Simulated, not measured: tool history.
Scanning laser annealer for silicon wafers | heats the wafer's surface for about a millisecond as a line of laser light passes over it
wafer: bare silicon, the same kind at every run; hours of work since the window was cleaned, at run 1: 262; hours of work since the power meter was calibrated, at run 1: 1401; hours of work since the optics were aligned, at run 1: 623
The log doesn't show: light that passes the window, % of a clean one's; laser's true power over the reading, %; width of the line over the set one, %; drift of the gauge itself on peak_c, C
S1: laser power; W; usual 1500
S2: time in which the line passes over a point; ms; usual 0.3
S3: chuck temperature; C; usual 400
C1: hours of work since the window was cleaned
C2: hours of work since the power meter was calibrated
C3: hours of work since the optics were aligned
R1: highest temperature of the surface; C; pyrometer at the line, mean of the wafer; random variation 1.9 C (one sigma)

run	day	S1	S2	S3	C1	C2	C3	R1
1	0	1500	0.3	400	262	1401	623	1208
2	1.079	1500	0.277	400	282	1422	643	1171
3	3.121	1500	0.277	400	321	1461	682	1170
4	4.317	1500	0.277	400	344	1484	705	1169
5	5.692	1500	0.277	400	370	1510	731	1169
6	7.583	1500	0.277	400	407	1546	767	1171
7	8.667	1500	0.277	400	427	1567	788	1165
8	10.167	1635	0.265	366	456	1595	817	1189
9	11.067	1324	0.3	420	473	1612	834	1118
10	12.508	1395	0.272	405	501	1640	861	1107
11	13.625	1345	0.266	405	522	1661	883	1071
12	15.588	1345	0.266	405	559	1699	920	1069

Forecast each of these 4 alternatives for the next run:
A	17.3	1420	0.266	405	592	1731	953	?
B	17.3	1388	0.3	400	592	1731	953	?
C	17.3	1587	0.3	373	592	1731	953	?
D	17.3	1500	0.274	400	592	1731	953	?

run	R1
A	1106
B	1133
C	1217
D	1155
Without the tool's hidden state the same runs would have given:
run	R1
A	1138
B	1166
C	1256
D	1190

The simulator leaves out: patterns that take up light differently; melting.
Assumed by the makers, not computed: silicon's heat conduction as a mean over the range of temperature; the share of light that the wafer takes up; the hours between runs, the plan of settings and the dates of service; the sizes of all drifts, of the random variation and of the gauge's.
